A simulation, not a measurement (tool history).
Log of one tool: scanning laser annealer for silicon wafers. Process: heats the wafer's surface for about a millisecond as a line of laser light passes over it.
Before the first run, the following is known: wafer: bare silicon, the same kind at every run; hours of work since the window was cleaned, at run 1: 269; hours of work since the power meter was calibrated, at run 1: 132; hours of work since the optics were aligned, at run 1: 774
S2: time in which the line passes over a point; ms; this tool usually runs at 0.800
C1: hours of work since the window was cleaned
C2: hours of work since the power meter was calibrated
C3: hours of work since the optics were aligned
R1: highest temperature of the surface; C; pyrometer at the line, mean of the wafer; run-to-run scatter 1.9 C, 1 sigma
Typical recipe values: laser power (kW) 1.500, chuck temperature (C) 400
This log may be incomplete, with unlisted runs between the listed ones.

run 1 hour=0.0 | laser_power_(kW)=1.500 S2=0.800 chuck_temperature_(C)=400 | C1=269 C2=132 C3=774 | R1=1204
run 2 hour=11.7 | laser_power_(kW)=1.528 S2=0.800 chuck_temperature_(C)=400 | C1=276 C2=139 C3=781 | R1=1219
run 3 hour=17.5 | laser_power_(kW)=1.528 S2=0.800 chuck_temperature_(C)=400 | C1=279 C2=143 C3=785 | R1=1221
run 4 hour=25.6 | laser_power_(kW)=1.528 S2=0.800 chuck_temperature_(C)=400 | C1=284 C2=148 C3=790 | R1=1219
run 5 hour=36.7 | laser_power_(kW)=1.500 S2=0.800 chuck_temperature_(C)=411 | C1=291 C2=154 C3=796 | R1=1214
-- hour=39.4 window over the wafer cleaned
run 6 hour=47.4 | laser_power_(kW)=1.500 S2=0.800 chuck_temperature_(C)=411 | C1=5 C2=159 C3=802 | R1=1205
run 7 hour=54.7 | laser_power_(kW)=1.500 S2=0.800 chuck_temperature_(C)=411 | C1=9 C2=164 C3=806 | R1=1206
run 8 hour=59.6 | laser_power_(kW)=1.600 S2=0.800 chuck_temperature_(C)=430 | C1=12 C2=167 C3=809 | R1=1282
run 9 hour=67.0 | laser_power_(kW)=1.600 S2=0.800 chuck_temperature_(C)=430 | C1=16 C2=171 C3=813 | R1=1281
run 10 hour=76.0 | laser_power_(kW)=1.500 S2=0.809 chuck_temperature_(C)=367 | C1=22 C2=176 C3=819 | R1=1164

The same runs without the tool's hidden state, with the same run-to-run variation:
The tool's hidden condition here consists of: light that passes the window, % of a clean one's; laser's true power over the reading, %; width of the line over the set one, %; drift of the gauge itself on peak_c, C.
run=1 R1=1224
run=2 R1=1239
run=3 R1=1241
run=4 R1=1239
run=5 R1=1234
run=6 R1=1232
run=7 R1=1233
run=8 R1=1311
run=9 R1=1310
run=10 R1=1192

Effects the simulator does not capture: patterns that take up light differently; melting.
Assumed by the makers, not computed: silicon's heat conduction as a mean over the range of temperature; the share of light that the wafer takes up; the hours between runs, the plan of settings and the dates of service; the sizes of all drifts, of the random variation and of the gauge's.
